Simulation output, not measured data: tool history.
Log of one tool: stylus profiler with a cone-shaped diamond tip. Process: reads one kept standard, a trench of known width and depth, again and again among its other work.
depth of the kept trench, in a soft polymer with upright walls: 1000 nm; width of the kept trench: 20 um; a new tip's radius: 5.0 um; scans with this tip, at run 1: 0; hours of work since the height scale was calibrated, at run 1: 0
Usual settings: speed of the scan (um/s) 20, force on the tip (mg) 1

| run | day | speed of the scan (um/s) | force on the tip (mg) | scans with this tip | hours of work since the height scale was calibrated | depth of the trench (Å) | width of the trench's floor (um) |
|---|---|---|---|---|---|---|---|
| 1 | 0 | 20 | 1 | 0 | 0 | 10069.9 | 13.89 |
| 2 | 3.267 | 20 | 1 | 439 | 48 | 10064.5 | 13.92 |
| 3 | 8.779 | 20 | 1 | 1181 | 128 | 10069.8 | 13.88 |
| 4 | 12.45 | 20 | 1 | 1675 | 182 | 10067.3 | 13.98 |
| 5 | 16.696 | 62 | 1 | 2246 | 243 | 10066.8 | 13.77 |
| 6 | 22.879 | 62 | 1 | 3077 | 334 | 10068.8 | 13.7 |
| 7 | 28.146 | 62 | 1 | 3786 | 410 | 10069.1 | 13.71 |
| 8 | 34.288 | 62 | 1 | 4612 | 500 | 10069.4 | 13.73 |
| 9 | 37.533 | 62 | 1 | 5049 | 547 | 10071.8 | 13.69 |
| 10 | 43.054 | 62 | 1 | 5791 | 628 | 10068.3 | 13.69 |
| 11 | 48.75 | 8 | 1 | 6558 | 711 | 10068.1 | 13.97 |
| 12 | 54.488 | 8 | 1 | 7329 | 795 | 10065.3 | 13.92 |
| 13 | 60.267 | 8 | 1 | 8107 | 879 | 10072.8 | 14.01 |
| 14 | 63.142 | 8 | 1 | 8493 | 921 | 10069.9 | 13.95 |
|  | 66.888 | height scale calibrated on a step standard |
| 15 | 67.983 | 6 | 1 | 9142 | 16 | 10070 | 13.99 |
| 16 | 73.896 | 23 | 1.5 | 9937 | 102 | 10088.4 | 13.86 |
|  | 77.183 | new tip fitted, height scale calibrated |
| 17 | 80.088 | 10 | 1.69 | 391 | 42 | 10098.2 | 13.96 |
| 18 | 85.904 | 10 | 1.04 | 1173 | 127 | 10069.2 | 14 |
| 19 | 89.479 | 16 | 0.46 | 1654 | 179 | 10043.5 | 13.85 |
| 20 | 92.529 | 20 | 0.48 | 2064 | 224 | 10042.3 | 13.84 |
| 21 | 98.65 | 7 | 0.61 | 2888 | 313 | 10052.6 | 13.95 |
| 22 | 101.292 | 7 | 0.61 | 3243 | 352 | 10045.9 | 13.98 |
| 23 | 106.438 | 17 | 0.39 | 3935 | 427 | 10037.1 | 13.88 |
| 24 | 109.35 | 17 | 0.39 | 4327 | 469 | 10038.3 | 13.94 |
| 25 | 115.221 | 21 | 0.6 | 5116 | 555 | 10050.3 | 13.84 |
| 26 | 117.996 | 66 | 0.38 | 5490 | 595 | 10035.7 | 13.52 |
| 27 | 121.767 | 8 | 2.61 | 5997 | 650 | 10132.7 | 14 |
| 28 | 125.804 | 12 | 2.01 | 6540 | 709 | 10108.3 | 13.98 |
| 29 | 129.733 | 17 | 0.68 | 7069 | 766 | 10051.1 | 13.9 |
| 30 | 132.754 | 13 | 0.89 | 7475 | 810 | 10063.7 | 13.91 |

Some steps in width of the trench's floor (um) between neighbouring runs. How much of each would the tool show without its hidden state too (settings, what came in, random variation), and how much is left for the hidden state, with any gauge scatter that isn't in both results?
The hidden state here: radius of the tip, um; height scale over the true one, %; drift of the gauge itself on depth_nm, %; drift of the gauge itself on floor_um, %.
Run 4 -> 5: speed of the scan (um/s) 20 -> 62. width of the trench's floor (um) -0.21: hidden state -0.01, all else -0.2.
Run 5 -> 6: no setting changed, nothing entered. width of the trench's floor (um) -0.07: hidden state +0.01, all else -0.08.
Run 10 -> 11: speed of the scan (um/s) 62 -> 8. width of the trench's floor (um) +0.28: hidden state +0, all else +0.28.
Run 16 -> 17: speed of the scan (um/s) 23 -> 10, force on the tip (mg) 1.5 -> 1.69, new tip fitted, height scale calibrated. width of the trench's floor (um) +0.1: hidden state +0.03, all else +0.07.
Run 25 -> 26: speed of the scan (um/s) 21 -> 66, force on the tip (mg) 0.6 -> 0.38. width of the trench's floor (um) -0.32: hidden state +0.01, all else -0.33.
Run 26 -> 27: speed of the scan (um/s) 66 -> 8, force on the tip (mg) 0.38 -> 2.61. width of the trench's floor (um) +0.48: hidden state +0, all else +0.48.

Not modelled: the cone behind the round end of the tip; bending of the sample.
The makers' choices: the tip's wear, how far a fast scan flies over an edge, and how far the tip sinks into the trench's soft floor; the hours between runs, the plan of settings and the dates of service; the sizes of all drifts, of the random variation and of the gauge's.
